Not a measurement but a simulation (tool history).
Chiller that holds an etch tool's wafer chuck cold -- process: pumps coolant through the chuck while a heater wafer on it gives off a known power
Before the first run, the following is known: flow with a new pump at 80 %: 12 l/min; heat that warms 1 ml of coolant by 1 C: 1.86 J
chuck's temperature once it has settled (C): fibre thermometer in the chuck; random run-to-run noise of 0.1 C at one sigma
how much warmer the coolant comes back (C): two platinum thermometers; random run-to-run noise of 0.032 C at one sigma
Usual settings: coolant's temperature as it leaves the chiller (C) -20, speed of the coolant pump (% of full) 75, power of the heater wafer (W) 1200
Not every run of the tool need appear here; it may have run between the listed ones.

run,hour,coolant's temperature as it leaves the chiller (C),speed of the coolant pump (% of full),power of the heater wafer (W),chuck's temperature once it has settled (C),how much warmer the coolant comes back (C)
1,0,-20,75,1200,-9.5,3.47
2,17.3,-20,75,1648,-5.7,4.78
3,39.6,-20,75,757,-13.4,2.25
4,65.3,-23,75,757,-16.5,2.18
5,94.2,-23,75,757,-16.4,2.15
6,108,-23,75,757,-16.4,2.21
7,127.2,-23,75,757,-16.4,2.22
8,154.1,-20,75,1200,-9.5,3.52
9,184.1,-20,75,1200,-9.6,3.51
10,219,-20,75,1200,-9.6,3.55
11,238.9,-21,75,1200,-10.6,3.47
12,263.1,-26,88,742,-20.6,1.81
13,276.1,-11,75,1200,-0.5,3.48
14,294,-10,75,618,-4.6,1.87
15,308.9,-29,89,620,-24.5,1.47
16,325.4,-24,89,1018,-16.3,2.51
17,349.4,-28,91,1283,-18.8,2.97
18,378.3,-28,91,1283,-18.7,2.97
19,400.1,-11,66,1353,2.1,4.47

Not shown: 1 entry that the log had between the listed runs. Between which runs, and how does the tool's hidden state differ before and after?
From run 9 to run 10: coolant changed, channels flushed (hour 215.7)
  heat passed by the chuck's channels, % of clean ones': 99.8 -> 100; flow at a given pump speed, % of a new pump's: 100 -> 99.9

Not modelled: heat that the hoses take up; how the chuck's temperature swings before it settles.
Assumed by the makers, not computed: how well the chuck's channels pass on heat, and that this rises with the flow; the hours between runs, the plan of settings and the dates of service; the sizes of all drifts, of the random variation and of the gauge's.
